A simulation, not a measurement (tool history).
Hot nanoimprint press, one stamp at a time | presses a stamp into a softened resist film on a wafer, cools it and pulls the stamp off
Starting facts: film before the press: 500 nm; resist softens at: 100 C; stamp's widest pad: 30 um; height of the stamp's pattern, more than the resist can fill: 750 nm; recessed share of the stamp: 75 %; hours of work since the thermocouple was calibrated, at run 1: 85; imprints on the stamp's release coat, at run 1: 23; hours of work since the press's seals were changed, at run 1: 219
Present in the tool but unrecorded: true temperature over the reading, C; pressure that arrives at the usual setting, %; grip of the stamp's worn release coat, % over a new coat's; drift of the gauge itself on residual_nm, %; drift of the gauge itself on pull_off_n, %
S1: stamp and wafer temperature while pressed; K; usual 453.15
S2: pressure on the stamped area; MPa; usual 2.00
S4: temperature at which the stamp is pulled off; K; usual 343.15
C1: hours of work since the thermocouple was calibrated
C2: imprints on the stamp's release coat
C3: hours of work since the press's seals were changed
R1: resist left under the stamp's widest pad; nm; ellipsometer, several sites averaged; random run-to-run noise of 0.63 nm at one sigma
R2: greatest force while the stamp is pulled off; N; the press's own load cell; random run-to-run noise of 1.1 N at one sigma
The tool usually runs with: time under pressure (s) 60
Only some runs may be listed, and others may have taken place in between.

run 1 hour=0.0 | S1=453.15 S2=2.00 time_under_pressure_(s)=60 S4=343.15 | C1=85 C2=23 C3=219 | R1=205.0 R2=147
run 2 hour=25.8 | S1=453.15 S2=2.00 time_under_pressure_(s)=60 S4=338.15 | C1=105 C2=125 C3=239 | R1=205.3 R2=158
run 3 hour=57.6 | S1=453.15 S2=2.00 time_under_pressure_(s)=60 S4=338.15 | C1=130 C2=251 C3=264 | R1=206.8 R2=157
run 4 hour=76.7 | S1=453.15 S2=2.00 time_under_pressure_(s)=60 S4=338.15 | C1=145 C2=326 C3=278 | R1=205.8 R2=157
run 5 hour=95.6 | S1=453.15 S2=2.00 time_under_pressure_(s)=33 S4=343.15 | C1=159 C2=401 C3=293 | R1=256.5 R2=151
run 6 hour=122.7 | S1=453.15 S2=2.00 time_under_pressure_(s)=66 S4=343.15 | C1=180 C2=508 C3=314 | R1=199.0 R2=148
-- hour=140.7 stamp cleaned and given a new release coat
run 7 hour=165.5 | S1=453.15 S2=2.00 time_under_pressure_(s)=66 S4=343.15 | C1=209 C2=98 C3=343 | R1=199.3 R2=149
run 8 hour=196.8 | S1=453.15 S2=2.00 time_under_pressure_(s)=66 S4=343.15 | C1=233 C2=222 C3=367 | R1=199.2 R2=150
run 9 hour=217.2 | S1=453.15 S2=2.00 time_under_pressure_(s)=66 S4=343.15 | C1=249 C2=302 C3=383 | R1=200.0 R2=147
run 10 hour=232.6 | S1=453.15 S2=2.00 time_under_pressure_(s)=66 S4=343.15 | C1=261 C2=363 C3=395 | R1=200.0 R2=149
run 11 hour=251.5 | S1=461.15 S2=2.00 time_under_pressure_(s)=60 S4=343.15 | C1=276 C2=438 C3=410 | R1=168.1 R2=150
-- hour=286.1 stamp cleaned and given a new release coat
run 12 hour=290.7 | S1=453.15 S2=2.00 time_under_pressure_(s)=60 S4=343.15 | C1=302 C2=18 C3=435 | R1=207.7 R2=152
run 13 hour=324.5 | S1=453.15 S2=2.00 time_under_pressure_(s)=60 S4=343.15 | C1=328 C2=151 C3=462 | R1=208.3 R2=150
run 14 hour=362.3 | S1=453.15 S2=2.00 time_under_pressure_(s)=40 S4=343.15 | C1=357 C2=301 C3=491 | R1=242.2 R2=149
run 15 hour=386.0 | S1=453.15 S2=2.00 time_under_pressure_(s)=40 S4=343.15 | C1=376 C2=395 C3=510 | R1=242.5 R2=151
run 16 hour=408.5 | S1=453.15 S2=2.00 time_under_pressure_(s)=40 S4=343.15 | C1=393 C2=483 C3=527 | R1=242.9 R2=149
-- hour=430.6 stamp cleaned and given a new release coat
run 17 hour=452.0 | S1=453.15 S2=2.00 time_under_pressure_(s)=40 S4=343.15 | C1=422 C2=85 C3=556 | R1=243.5 R2=149
run 18 hour=477.8 | S1=445.15 S2=2.00 time_under_pressure_(s)=58 S4=343.15 | C1=442 C2=186 C3=576 | R1=262.5 R2=149
run 19 hour=499.7 | S1=453.15 S2=2.00 time_under_pressure_(s)=60 S4=350.15 | C1=459 C2=273 C3=593 | R1=209.0 R2=138
-- hour=531.9 plate thermocouple calibrated
run 20 hour=540.3 | S1=453.15 S2=2.00 time_under_pressure_(s)=60 S4=350.15 | C1=6 C2=421 C3=622 | R1=210.2 R2=139
-- hour=578.0 stamp cleaned and given a new release coat
run 21 hour=582.8 | S1=449.15 S2=2.33 time_under_pressure_(s)=82 S4=335.15 | C1=35 C2=19 C3=651 | R1=192.1 R2=161
run 22 hour=605.3 | S1=449.15 S2=2.33 time_under_pressure_(s)=60 S4=348.15 | C1=52 C2=108 C3=668 | R1=218.2 R2=142
run 23 hour=620.7 | S1=449.15 S2=2.33 time_under_pressure_(s)=60 S4=348.15 | C1=64 C2=169 C3=680 | R1=216.9 R2=144
run 24 hour=653.8 | S1=463.15 S2=2.00 time_under_pressure_(s)=60 S4=343.15 | C1=90 C2=299 C3=706 | R1=161.6 R2=148
run 25 hour=687.5 | S1=447.15 S2=2.00 time_under_pressure_(s)=60 S4=343.15 | C1=116 C2=432 C3=732 | R1=248.1 R2=149
-- hour=700.7 gauge calibrated
-- hour=722.8 stamp cleaned and given a new release coat
run 26 hour=727.5 | S1=447.15 S2=2.00 time_under_pressure_(s)=60 S4=343.15 | C1=143 C2=18 C3=759 | R1=242.8 R2=149
run 27 hour=748.8 | S1=453.15 S2=2.00 time_under_pressure_(s)=60 S4=333.15 | C1=159 C2=103 C3=775 | R1=205.8 R2=164
run 28 hour=786.3 | S1=453.15 S2=2.00 time_under_pressure_(s)=60 S4=333.15 | C1=188 C2=251 C3=804 | R1=206.3 R2=164
run 29 hour=802.1 | S1=460.15 S2=2.99 time_under_pressure_(s)=100 S4=347.15 | C1=201 C2=313 C3=817 | R1=111.8 R2=145

Branching from run 29: 3 alternative next runs. What would each branch give?
run A hour=833.2 | S1=457.15 S2=2.35 time_under_pressure_(s)=100 S4=329.15 | C1=225 C2=436 C3=841 | R1=? R2=?
run B hour=833.2 | S1=453.15 S2=2.18 time_under_pressure_(s)=60 S4=343.15 | C1=225 C2=436 C3=841 | R1=? R2=?
run C hour=833.2 | S1=441.15 S2=2.99 time_under_pressure_(s)=104 S4=347.15 | C1=225 C2=436 C3=841 | R1=? R2=?

run=A R1=138.6 R2=170
run=B R1=197.7 R2=152
run=C R1=197.6 R2=143
The same runs, with their run-to-run variation unchanged, on a tool lacking any hidden condition would have given:
run=A R1=137.8 R2=170
run=B R1=196.5 R2=151
run=C R1=196.4 R2=143

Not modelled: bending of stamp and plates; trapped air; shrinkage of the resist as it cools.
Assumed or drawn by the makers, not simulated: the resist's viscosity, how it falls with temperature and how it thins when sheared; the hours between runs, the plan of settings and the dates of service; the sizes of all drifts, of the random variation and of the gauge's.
